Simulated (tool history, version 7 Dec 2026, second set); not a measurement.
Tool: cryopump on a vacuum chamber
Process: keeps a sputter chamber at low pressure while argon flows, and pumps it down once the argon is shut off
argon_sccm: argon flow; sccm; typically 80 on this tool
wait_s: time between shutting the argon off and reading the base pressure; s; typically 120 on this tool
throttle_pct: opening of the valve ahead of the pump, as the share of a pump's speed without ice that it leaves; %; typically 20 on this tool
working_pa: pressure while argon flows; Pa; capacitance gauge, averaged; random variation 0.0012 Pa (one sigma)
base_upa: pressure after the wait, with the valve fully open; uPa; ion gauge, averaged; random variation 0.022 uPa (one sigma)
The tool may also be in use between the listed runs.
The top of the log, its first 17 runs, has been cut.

Run 18, hour 1465.1: usual settings but throttle_pct 15 %. Result: working_pa 0.3708 Pa, base_upa 0.59 uPa.
Run 19, hour 1593: usual settings but throttle_pct 15 %. Result: working_pa 0.3714 Pa, base_upa 0.64 uPa.
Run 20, hour 1725.1: usual settings but argon_sccm 115 sccm, wait_s 44 s, throttle_pct 34 %. Result: working_pa 0.2426 Pa, base_upa 1.36 uPa.
Run 21, hour 1781.7: usual settings but argon_sccm 115 sccm, wait_s 44 s, throttle_pct 34 %. Result: working_pa 0.2433 Pa, base_upa 1.41 uPa.
Run 22, hour 1839.5: usual settings but argon_sccm 115 sccm, wait_s 42 s, throttle_pct 44 %. Result: working_pa 0.192 Pa, base_upa 1.43 uPa.
Run 23, hour 1952: usual settings but argon_sccm 77 sccm, wait_s 42 s. Result: working_pa 0.2746 Pa, base_upa 1.49 uPa.
Run 24, hour 2052.4: usual settings but argon_sccm 77 sccm, wait_s 42 s, throttle_pct 31 %. Result: working_pa 0.1806 Pa, base_upa 1.46 uPa.
Run 25, hour 2119.8: usual settings but argon_sccm 43 sccm, wait_s 42 s, throttle_pct 40 %. Result: working_pa 0.0789 Pa, base_upa 1.5 uPa.
Run 26, hour 2236.1: usual settings but argon_sccm 43 sccm, wait_s 42 s, throttle_pct 40 %. Result: working_pa 0.0805 Pa, base_upa 1.56 uPa.
Run 27, hour 2317.4: usual settings but argon_sccm 43 sccm, wait_s 42 s, throttle_pct 40 %. Result: working_pa 0.0802 Pa, base_upa 1.51 uPa.
Run 28, hour 2417.8: usual settings but argon_sccm 43 sccm, throttle_pct 27 %. Result: working_pa 0.1172 Pa, base_upa 0.79 uPa.
Run 29, hour 2499.7: usual settings but argon_sccm 33 sccm, wait_s 21 s, throttle_pct 23 %. Result: working_pa 0.1044 Pa, base_upa 2.8 uPa.
At hour 2550.2: pump warmed up, emptied and cooled again.
Run 30, hour 2609.1: usual settings but wait_s 228 s, throttle_pct 37 %. Result: working_pa 0.1509 Pa, base_upa 0.57 uPa.
Run 31, hour 2705.1: usual settings but argon_sccm 43 sccm, wait_s 51 s, throttle_pct 48 %. Result: working_pa 0.0622 Pa, base_upa 1.28 uPa.
Run 32, hour 2776.9: usual settings but wait_s 158 s. Result: working_pa 0.2782 Pa, base_upa 0.61 uPa.
Run 33, hour 2873.4: usual settings but wait_s 158 s. Result: working_pa 0.2776 Pa, base_upa 0.66 uPa.
Run 34, hour 2965.4: usual settings but wait_s 158 s. Result: working_pa 0.2775 Pa, base_upa 0.72 uPa.

Consider 3 possible next runs. They are alternatives, not a sequence: every one starts from the tool as it was left by run 34. What does each give?
Run A, hour 3047.7: usual settings but wait_s 238 s. Result: working_pa ?, base_upa ?.
Run B, hour 3047.7: usual settings but argon_sccm 43 sccm, wait_s 141 s, throttle_pct 46 %. Result: working_pa ?, base_upa ?.
Run C, hour 3047.7: usual settings but throttle_pct 45 %. Result: working_pa ?, base_upa ?.

run  working_pa  base_upa
  A      0.2828      0.58
  B      0.0673      0.72
  C      0.1272      0.81
What these runs would have given with no unlogged condition in the tool:
run  working_pa  base_upa
  A      0.2779      0.35
  B      0.0646      0.48
  C      0.1224      0.57
